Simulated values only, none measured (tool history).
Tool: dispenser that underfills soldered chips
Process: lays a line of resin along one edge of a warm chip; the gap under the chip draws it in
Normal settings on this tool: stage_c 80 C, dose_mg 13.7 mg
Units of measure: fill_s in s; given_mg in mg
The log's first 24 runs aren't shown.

-- hour=183.6 new syringe of resin
run 25 hour=186.7 | stage_c=85 dose_mg=13.3 | fill_s=148.3 given_mg=13.27
run 26 hour=194 | stage_c=78 dose_mg=17.1 | fill_s=235.4 given_mg=17.06
-- hour=198.7 new syringe of resin
run 27 hour=202.8 | stage_c=95 dose_mg=12.7 | fill_s=97.3 given_mg=12.55
run 28 hour=211.1 | stage_c=95 dose_mg=12.7 | fill_s=116.8 given_mg=12.56
-- hour=213.5 new syringe of resin
run 29 hour=219.5 | stage_c=94 dose_mg=15.6 | fill_s=104.8 given_mg=15.34
run 30 hour=227.3 | stage_c=75 dose_mg=14.5 | fill_s=296.1 given_mg=14.23
-- hour=228.9 new syringe of resin
run 31 hour=232.4 | stage_c=90 dose_mg=12 | fill_s=119.7 given_mg=11.78
run 32 hour=238.4 | stage_c=76 dose_mg=15.1 | fill_s=259 given_mg=14.76
-- hour=243.9 new syringe of resin
run 33 hour=245.8 | stage_c=76 dose_mg=15.3 | fill_s=224.5 given_mg=14.89
run 34 hour=254.8 | stage_c=76 dose_mg=15.3 | fill_s=272.1 given_mg=14.82
-- hour=259.5 new syringe of resin
run 35 hour=262.7 | stage_c=66 dose_mg=15.3 | fill_s=381.4 given_mg=14.79

Branching from run 35: 3 alternative next runs. What would each branch give?
run A hour=270.2 | stage_c=80 dose_mg=13.4 | fill_s=? given_mg=?
run B hour=270.2 | stage_c=67 dose_mg=17.2 | fill_s=? given_mg=?
run C hour=270.2 | stage_c=73 dose_mg=14.9 | fill_s=? given_mg=?

run=A fill_s=226.1 given_mg=12.94
run=B fill_s=416.7 given_mg=16.58
run=C fill_s=311.7 given_mg=14.35
Take away the tool's hidden state, keep each run's random variation, and the runs would have read:
run=A fill_s=170.9 given_mg=13.45
run=B fill_s=315.3 given_mg=17.22
run=C fill_s=235.8 given_mg=14.91
